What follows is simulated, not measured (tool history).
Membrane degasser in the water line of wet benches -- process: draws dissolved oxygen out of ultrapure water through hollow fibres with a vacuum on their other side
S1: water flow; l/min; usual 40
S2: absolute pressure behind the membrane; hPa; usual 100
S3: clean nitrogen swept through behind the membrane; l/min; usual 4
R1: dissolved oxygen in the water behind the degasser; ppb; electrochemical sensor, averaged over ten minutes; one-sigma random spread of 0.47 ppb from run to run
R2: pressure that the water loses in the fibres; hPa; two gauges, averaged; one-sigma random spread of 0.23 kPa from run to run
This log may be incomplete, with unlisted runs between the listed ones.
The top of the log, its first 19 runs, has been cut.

| run | day | S1 | S2 | S3 | R1 | R2 |
|---|---|---|---|---|---|---|
|  | 60.112 | vacuum gauge calibrated, once more |
| 20 | 61.238 | 25 | 100 | 5.94 | 71.5 | 379.7 |
| 21 | 64.017 | 29 | 168 | 5.94 | 162.7 | 438.2 |
| 22 | 68.992 | 29 | 168 | 5.94 | 162.4 | 440.8 |
| 23 | 73.408 | 29 | 77 | 5.94 | 55.3 | 440 |
| 24 | 78.183 | 45 | 84 | 7.8 | 78.9 | 681.3 |
| 25 | 81.758 | 28 | 70 | 8.79 | 31.3 | 424.5 |
| 26 | 85.062 | 27 | 137 | 2.02 | 322.7 | 411.6 |
| 27 | 88.671 | 27 | 104 | 2.96 | 158.2 | 410.3 |
| 28 | 91.925 | 27 | 104 | 2.96 | 158 | 414.3 |
| 29 | 94.533 | 31 | 110 | 2.43 | 232.6 | 469.5 |
| 30 | 96.804 | 31 | 75 | 2.43 | 130.4 | 473.2 |
| 31 | 100.829 | 59 | 63 | 2.03 | 214.5 | 896 |
| 32 | 105.454 | 59 | 63 | 2.03 | 216.9 | 909.2 |
| 33 | 109.417 | 28 | 73 | 4 | 71.9 | 428.6 |

Alternative continuations, all from the tool just after run 33; predict every row:
| A | 111.9 | 40 | 230 | 4 | ? | ? |
| B | 111.9 | 53 | 122 | 4 | ? | ? |
| C | 111.9 | 27 | 73 | 4 | ? | ? |

| run | R1 | R2 |
|---|---|---|
| A | 454.6 | 608 |
| B | 286.1 | 810.5 |
| C | 69.1 | 411.7 |
The same runs, with their run-to-run variation unchanged, on a tool lacking any hidden condition would have given:
| run | R1 | R2 |
|---|---|---|
| A | 446 | 590.9 |
| B | 278.6 | 787.8 |
| C | 66 | 400.2 |

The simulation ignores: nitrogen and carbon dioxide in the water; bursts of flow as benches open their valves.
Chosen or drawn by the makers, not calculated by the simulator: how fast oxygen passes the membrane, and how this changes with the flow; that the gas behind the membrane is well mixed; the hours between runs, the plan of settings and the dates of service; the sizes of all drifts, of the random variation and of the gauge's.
